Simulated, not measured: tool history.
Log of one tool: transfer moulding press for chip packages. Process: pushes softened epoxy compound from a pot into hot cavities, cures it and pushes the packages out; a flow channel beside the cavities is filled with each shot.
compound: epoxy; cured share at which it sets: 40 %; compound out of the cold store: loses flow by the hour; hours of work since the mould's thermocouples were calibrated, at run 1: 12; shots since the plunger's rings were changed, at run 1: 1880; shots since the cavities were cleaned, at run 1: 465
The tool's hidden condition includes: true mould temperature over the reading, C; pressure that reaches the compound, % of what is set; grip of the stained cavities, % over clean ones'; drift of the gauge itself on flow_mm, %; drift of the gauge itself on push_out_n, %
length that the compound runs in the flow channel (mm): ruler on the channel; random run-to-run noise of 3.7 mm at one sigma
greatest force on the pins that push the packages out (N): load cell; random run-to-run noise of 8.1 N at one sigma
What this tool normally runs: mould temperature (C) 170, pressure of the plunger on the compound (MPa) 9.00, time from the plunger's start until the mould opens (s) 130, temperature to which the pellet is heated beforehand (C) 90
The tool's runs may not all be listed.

run,hour,mould temperature (C),pressure of the plunger on the compound (MPa),time from the plunger's start until the mould opens (s),temperature to which the pellet is heated beforehand (C),hours of work since the mould's thermocouples were calibrated,shots since the plunger's rings were changed,shots since the cavities were cleaned,incoming compound's hours out of the cold store,length that the compound runs in the flow channel (mm),greatest force on the pins that push the packages out (N)
1,0.0,170,9.00,130,90,12,1880,465,23.5,664,498
# hour 59.7: cavities cleaned with cleaning compound and waxed
2,87.5,170,10.77,130,90,79,2901,330,24.5,722,468
# hour 159.1: cavities cleaned with cleaning compound and waxed
3,185.0,170,10.77,130,90,154,4041,307,28.5,689,469
4,240.2,170,10.77,130,90,197,4696,962,39.1,656,578
# hour 261.2: cavities cleaned with cleaning compound and waxed
# hour 284.5: plunger's sealing rings changed
5,301.2,170,10.77,130,90,241,197,445,39.4,676,503
6,343.4,170,9.00,123,90,274,699,947,40.2,613,588
# hour 368.0: cavities cleaned with cleaning compound and waxed
7,437.2,170,9.00,123,90,346,1795,822,35.1,622,612
# hour 470.6: cavities cleaned with cleaning compound and waxed
8,497.0,170,9.00,123,90,391,2487,314,33.6,626,489
# hour 569.6: cavities cleaned with cleaning compound and waxed
9,572.6,170,9.00,123,90,449,3367,36,36.6,616,366
10,639.8,177,10.64,156,83,501,4165,834,34.0,658,562
# hour 648.9: mould's thermocouples calibrated
# hour 675.1: cavities cleaned with cleaning compound and waxed
11,721.0,169,9.00,114,84,55,5087,545,43.8,587,601
# hour 737.3: plunger's sealing rings changed
# hour 777.5: cavities cleaned with cleaning compound and waxed
12,784.7,169,9.00,114,84,101,546,86,42.4,606,435
13,829.0,170,8.85,161,90,136,1072,612,23.5,661,510
# hour 879.9: cavities cleaned with cleaning compound and waxed
14,898.1,170,8.85,161,90,188,1875,217,18.4,680,409
15,954.9,167,8.85,145,90,233,2548,890,15.8,693,608
# hour 979.7: cavities cleaned with cleaning compound and waxed
16,1044.5,170,10.36,130,90,301,3595,769,21.4,710,567
# hour 1083.5: cavities cleaned with cleaning compound and waxed
17,1149.9,172,7.63,141,90,382,4829,789,40.7,544,541

For run 18, what comes out?
# hour 1180.3: plunger's sealing rings changed
# hour 1189.3: cavities cleaned with cleaning compound and waxed
18,1224.7,172,7.63,167,89,437,510,421,14.7,?,?

length that the compound runs in the flow channel (mm): 636
greatest force on the pins that push the packages out (N): 486
Had the tool carried no hidden state, the very same run would have given length that the compound runs in the flow channel (mm) 637, greatest force on the pins that push the packages out (N) 346.

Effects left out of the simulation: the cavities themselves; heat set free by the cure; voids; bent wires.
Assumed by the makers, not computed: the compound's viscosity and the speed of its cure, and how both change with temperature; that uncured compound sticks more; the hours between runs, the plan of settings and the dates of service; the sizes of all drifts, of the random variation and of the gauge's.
